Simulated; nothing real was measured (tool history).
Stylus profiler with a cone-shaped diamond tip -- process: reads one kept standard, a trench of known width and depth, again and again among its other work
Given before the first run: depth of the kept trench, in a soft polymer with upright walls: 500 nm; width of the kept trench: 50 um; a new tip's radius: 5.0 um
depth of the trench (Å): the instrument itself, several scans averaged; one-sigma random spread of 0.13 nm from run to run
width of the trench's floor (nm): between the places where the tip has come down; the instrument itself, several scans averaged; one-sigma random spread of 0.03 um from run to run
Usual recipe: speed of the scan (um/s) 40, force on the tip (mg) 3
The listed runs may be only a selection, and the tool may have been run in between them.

run   hour  speed of the scan (um/s)  force on the tip (mg)  depth of the trench (Å)  width of the trench's floor (nm)
  1      0                        40                      3                   5045.6                             44940
  2   22.7                        40                      3                   5050.9                             44830
  3   57.5                        40                      3                   5047.8                             44840
  4   89.3                        40                      3                   5049.9                             44800
  5  117.4                        40                      3                   5049.6                             44780
  6  141.2                        10                      3                   5049.1                             44890
  7  174.1                        10                   4.32                   5060.9                             44870
  8  204.3                        10                   4.32                   5061.7                             44840
  9  220.6                        51                   2.41                   5044.9                             44660
 10  235.3                        40                   4.75                   5066.4                             44820
 11  253.8                        99                   2.43                   5045.3                             44490
 12  288.8                        26                   2.81                   5048.1                             44750
 13  318.4                        26                   2.81                   5047.3                             44660
 14  336.1                        26                   2.81                   5050.5                             44730
 15  368.5                        26                   2.81                   5047.2                             44680

Pick out some run-to-run changes in depth of the trench (Å). Of each, how much would a tool without hidden state show as well, from the settings, what came in and chance, and how much is left for the hidden state and any gauge scatter not in both results compared?
Hidden state at play: radius of the tip, um; height scale over the true one, %; drift of the gauge itself on depth_nm, %; drift of the gauge itself on floor_um, %.
Run 2 -> 3: nothing adjusted, nothing logged. depth of the trench (Å) -3.1: hidden state +0.3, all else -3.4.
Run 9 -> 10: speed of the scan (um/s) 51 -> 40, force on the tip (mg) 2.41 -> 4.75. depth of the trench (Å) +21.5: hidden state +0.2, all else +21.3.
